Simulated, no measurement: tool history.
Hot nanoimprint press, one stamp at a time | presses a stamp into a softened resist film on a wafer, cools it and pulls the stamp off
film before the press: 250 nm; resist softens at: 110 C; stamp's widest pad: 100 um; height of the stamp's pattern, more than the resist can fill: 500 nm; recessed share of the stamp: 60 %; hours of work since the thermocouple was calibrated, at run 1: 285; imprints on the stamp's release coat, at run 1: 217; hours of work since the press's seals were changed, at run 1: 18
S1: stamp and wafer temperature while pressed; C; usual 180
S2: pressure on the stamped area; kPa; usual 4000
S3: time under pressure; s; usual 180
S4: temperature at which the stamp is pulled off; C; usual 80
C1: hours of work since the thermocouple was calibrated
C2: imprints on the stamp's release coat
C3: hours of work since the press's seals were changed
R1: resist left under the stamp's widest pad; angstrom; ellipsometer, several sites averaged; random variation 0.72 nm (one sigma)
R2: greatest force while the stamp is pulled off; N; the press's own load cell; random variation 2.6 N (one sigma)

| run | day | S1 | S2 | S3 | S4 | C1 | C2 | C3 | R1 | R2 |
|---|---|---|---|---|---|---|---|---|---|---|
| 1 | 0 | 180 | 4000 | 180 | 80 | 285 | 217 | 18 | 1348 | 123 |
| 2 | 1.096 | 180 | 4000 | 180 | 80 | 301 | 295 | 33 | 1355 | 127 |
| 3 | 1.9 | 180 | 4000 | 180 | 80 | 313 | 351 | 45 | 1355 | 130 |
| 4 | 3.079 | 180 | 4000 | 180 | 80 | 330 | 434 | 62 | 1354 | 122 |
| 5 | 3.825 | 180 | 4000 | 180 | 80 | 340 | 487 | 73 | 1359 | 126 |
| 6 | 5.129 | 180 | 4000 | 180 | 80 | 359 | 578 | 91 | 1339 | 131 |
| 7 | 5.962 | 180 | 4000 | 180 | 80 | 371 | 637 | 103 | 1336 | 130 |
| 8 | 7.096 | 180 | 4000 | 180 | 80 | 387 | 717 | 119 | 1338 | 131 |
| 9 | 7.867 | 180 | 4000 | 180 | 80 | 398 | 771 | 130 | 1346 | 132 |
| 10 | 9.125 | 180 | 4000 | 180 | 80 | 416 | 859 | 149 | 1338 | 136 |
| 11 | 9.896 | 180 | 4000 | 180 | 80 | 427 | 914 | 160 | 1321 | 136 |
| 12 | 11.204 | 180 | 2660 | 180 | 80 | 446 | 1006 | 178 | 1574 | 133 |
| 13 | 12.208 | 180 | 2660 | 180 | 80 | 461 | 1076 | 193 | 1571 | 132 |
| 14 | 13.471 | 180 | 4000 | 180 | 82 | 479 | 1165 | 211 | 1336 | 133 |
| 15 | 14.125 | 180 | 4000 | 180 | 82 | 488 | 1211 | 220 | 1331 | 132 |
| 16 | 14.717 | 180 | 4000 | 180 | 82 | 497 | 1253 | 229 | 1336 | 133 |
| 17 | 16.029 | 191 | 4000 | 320 | 82 | 515 | 1345 | 248 | 726 | 138 |
| 18 | 16.925 | 179 | 4000 | 180 | 80 | 528 | 1408 | 260 | 1361 | 142 |
|  | 17.7 | plate thermocouple calibrated |
| 19 | 17.983 | 182 | 4000 | 90 | 80 | 4 | 1474 | 274 | 1622 | 145 |
| 20 | 18.796 | 182 | 4000 | 90 | 80 | 16 | 1531 | 286 | 1629 | 148 |
| 21 | 19.471 | 182 | 4000 | 90 | 80 | 25 | 1578 | 295 | 1625 | 146 |

Run 22 comes next. What will it give?
| 22 | 20.45 | 180 | 5890 | 108 | 76 | 39 | 1647 | 309 | ? | ? |

{"run 22": {"R1": 1409, "R2": 158}}
Without the tool's hidden state the same run would have given R1 1389 angstrom, R2 128 N.
